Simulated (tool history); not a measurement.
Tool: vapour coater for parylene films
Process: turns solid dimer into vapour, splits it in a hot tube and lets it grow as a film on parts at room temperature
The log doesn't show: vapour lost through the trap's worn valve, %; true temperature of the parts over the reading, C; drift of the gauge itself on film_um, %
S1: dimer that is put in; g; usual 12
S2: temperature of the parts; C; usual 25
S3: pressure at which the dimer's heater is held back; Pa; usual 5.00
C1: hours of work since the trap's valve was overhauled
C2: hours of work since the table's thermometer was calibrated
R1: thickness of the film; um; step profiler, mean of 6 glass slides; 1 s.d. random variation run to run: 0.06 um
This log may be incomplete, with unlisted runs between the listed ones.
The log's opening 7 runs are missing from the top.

| run | hour | S1 | S2 | S3 | C1 | C2 | R1 |
|---|---|---|---|---|---|---|---|
| 8 | 112.9 | 20 | 25 | 5.00 | 386 | 119 | 10.45 |
| 9 | 127.2 | 12 | 19 | 5.00 | 397 | 130 | 7.66 |
| 10 | 149.8 | 6 | 19 | 5.00 | 414 | 147 | 3.92 |
| 11 | 161.0 | 6 | 19 | 5.00 | 423 | 155 | 3.85 |
| 12 | 172.8 | 6 | 19 | 5.00 | 432 | 164 | 3.82 |
| 13 | 183.8 | 6 | 19 | 5.00 | 440 | 173 | 3.83 |
| 14 | 207.1 | 6 | 19 | 5.00 | 457 | 190 | 3.79 |
| 15 | 217.6 | 6 | 19 | 5.00 | 465 | 198 | 3.76 |
| 16 | 230.5 | 17 | 35 | 10.87 | 475 | 208 | 5.80 |
|  | 243.1 | trap's valve overhauled |
| 17 | 254.5 | 17 | 25 | 5.00 | 9 | 223 | 9.92 |
| 18 | 272.3 | 9 | 25 | 5.00 | 22 | 236 | 5.21 |
| 19 | 295.0 | 20 | 27 | 2.11 | 39 | 254 | 11.98 |

Run 20 has not been measured yet. What should we expect?
| 20 | 307.5 | 20 | 27 | 2.11 | 49 | 263 | ? |

For run 20 the tool returned R1 11.94 um.
On a tool with no hidden condition, and with the same random variation, this run would have come out at R1 12.01 um.

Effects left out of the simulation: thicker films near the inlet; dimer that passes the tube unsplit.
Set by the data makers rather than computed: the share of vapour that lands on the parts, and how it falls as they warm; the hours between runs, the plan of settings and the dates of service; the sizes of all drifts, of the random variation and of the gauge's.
